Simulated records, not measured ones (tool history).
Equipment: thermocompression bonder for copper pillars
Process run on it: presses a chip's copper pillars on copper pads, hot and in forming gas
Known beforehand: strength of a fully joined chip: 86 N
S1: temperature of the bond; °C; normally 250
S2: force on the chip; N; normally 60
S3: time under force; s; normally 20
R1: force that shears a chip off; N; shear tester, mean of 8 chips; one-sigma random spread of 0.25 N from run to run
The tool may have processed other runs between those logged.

run 1 hour=0 | S1=250 S2=60 S3=20 | R1=40
run 2 hour=27.7 | S1=250 S2=53 S3=20 | R1=35.4
run 3 hour=77.3 | S1=250 S2=45 S3=20 | R1=30.3
run 4 hour=113 | S1=250 S2=45 S3=20 | R1=29.9
run 5 hour=157.3 | S1=250 S2=45 S3=20 | R1=30
run 6 hour=188.1 | S1=250 S2=45 S3=20 | R1=30.1
run 7 hour=211.6 | S1=250 S2=60 S3=20 | R1=40.1
run 8 hour=249.1 | S1=250 S2=60 S3=24 | R1=43.2
run 9 hour=294 | S1=250 S2=60 S3=24 | R1=43.2
run 10 hour=328.5 | S1=250 S2=60 S3=19 | R1=39.2
-- hour=345.7 forming gas filter changed
run 11 hour=381.2 | S1=250 S2=60 S3=19 | R1=39.6
run 12 hour=422.5 | S1=250 S2=60 S3=19 | R1=39.9
run 13 hour=454.5 | S1=250 S2=60 S3=19 | R1=39.2
run 14 hour=507.1 | S1=250 S2=60 S3=19 | R1=39.6
run 15 hour=544.4 | S1=250 S2=59 S3=20 | R1=39.5
run 16 hour=582.8 | S1=279 S2=60 S3=20 | R1=59.4
run 17 hour=625 | S1=250 S2=60 S3=20 | R1=39.9
run 18 hour=659.2 | S1=250 S2=60 S3=20 | R1=40.7
run 19 hour=685 | S1=250 S2=82 S3=20 | R1=53.1
-- hour=694.3 forming gas filter changed
run 20 hour=738.2 | S1=240 S2=63 S3=20 | R1=36
-- hour=786 heater calibrated with a thermocouple chip
run 21 hour=788.1 | S1=250 S2=89 S3=33 | R1=63.9
run 22 hour=829.2 | S1=250 S2=89 S3=33 | R1=64
run 23 hour=851.1 | S1=238 S2=45 S3=17 | R1=22.4
run 24 hour=894.2 | S1=259 S2=49 S3=26 | R1=41.3
run 25 hour=945.6 | S1=259 S2=49 S3=26 | R1=41.8
run 26 hour=975.3 | S1=259 S2=49 S3=26 | R1=42.3
run 27 hour=1010.8 | S1=268 S2=41 S3=23 | R1=39.1
-- hour=1046.4 forming gas filter changed
run 28 hour=1046.4 | S1=268 S2=90 S3=25 | R1=71.3
run 29 hour=1096.9 | S1=268 S2=90 S3=25 | R1=72
run 30 hour=1128.5 | S1=268 S2=74 S3=56 | R1=74.9
run 31 hour=1177.5 | S1=263 S2=41 S3=10 | R1=25.9
run 32 hour=1228.9 | S1=263 S2=41 S3=10 | R1=26
run 33 hour=1256 | S1=223 S2=48 S3=13 | R1=15.7
run 34 hour=1281.5 | S1=269 S2=65 S3=20 | R1=56
run 35 hour=1312.1 | S1=269 S2=65 S3=20 | R1=56.1
run 36 hour=1356.6 | S1=269 S2=65 S3=20 | R1=56.4

What if the next run were any one of these 3? Each begins from the tool's condition after run 36:
-- hour=1394.9 forming gas filter changed
run A hour=1407.8 | S1=231 S2=41 S3=20 | R1=?
-- hour=1394.9 forming gas filter changed
run B hour=1407.8 | S1=264 S2=36 S3=13 | R1=?
-- hour=1394.9 forming gas filter changed
run C hour=1407.8 | S1=250 S2=45 S3=58 | R1=?

run=A R1=18.6
run=B R1=25.3
run=C R1=44.5
Had the tool no hidden state, the same runs would have come out as:
run=A R1=18.5
run=B R1=25.2
run=C R1=44.4

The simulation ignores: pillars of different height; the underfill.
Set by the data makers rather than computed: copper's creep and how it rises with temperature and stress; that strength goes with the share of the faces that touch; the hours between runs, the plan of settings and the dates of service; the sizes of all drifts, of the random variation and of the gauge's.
